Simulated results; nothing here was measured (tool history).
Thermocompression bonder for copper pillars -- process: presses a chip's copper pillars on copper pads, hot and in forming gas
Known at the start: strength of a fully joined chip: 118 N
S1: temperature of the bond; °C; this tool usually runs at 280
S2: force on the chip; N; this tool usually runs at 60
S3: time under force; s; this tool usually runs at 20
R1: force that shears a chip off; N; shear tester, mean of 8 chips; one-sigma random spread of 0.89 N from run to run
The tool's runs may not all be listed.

run   hour   S1  S2  S3    R1
  1    0.0  280  60  20  71.2
  2   15.1  280  60  20  71.0
  3   33.5  280  60  20  72.0
  4   41.4  280  60  20  73.2
  5   55.1  280  60  20  72.4
  6   69.0  302  60  20  84.3
  7   85.5  280  87  20  91.0
  8   93.4  280  39  13  42.6
      96.4  -- force cell calibrated
  9  109.8  264  80  20  82.1
 10  128.2  251  47  44  58.9
     142.0  -- force cell calibrated, once more
 11  146.3  251  47  44  54.9
 12  156.0  290  55  20  71.3
 13  168.3  299  65  45  99.5
 14  185.9  299  65  45  95.8

Alternative continuations, all from the tool just after run 14; predict every row:
  A  196.6  283  60  17   ?
  B  196.6  280  47  20   ?
  C  196.6  299  44  42   ?
  D  196.6  268  84  58   ?

run    R1
  A  65.2
  B  55.0
  C  76.9
  D  97.5
With no hidden state in the tool, these same runs would have given:
run     R1
  A   71.0
  B   59.9
  C   83.3
  D  105.2
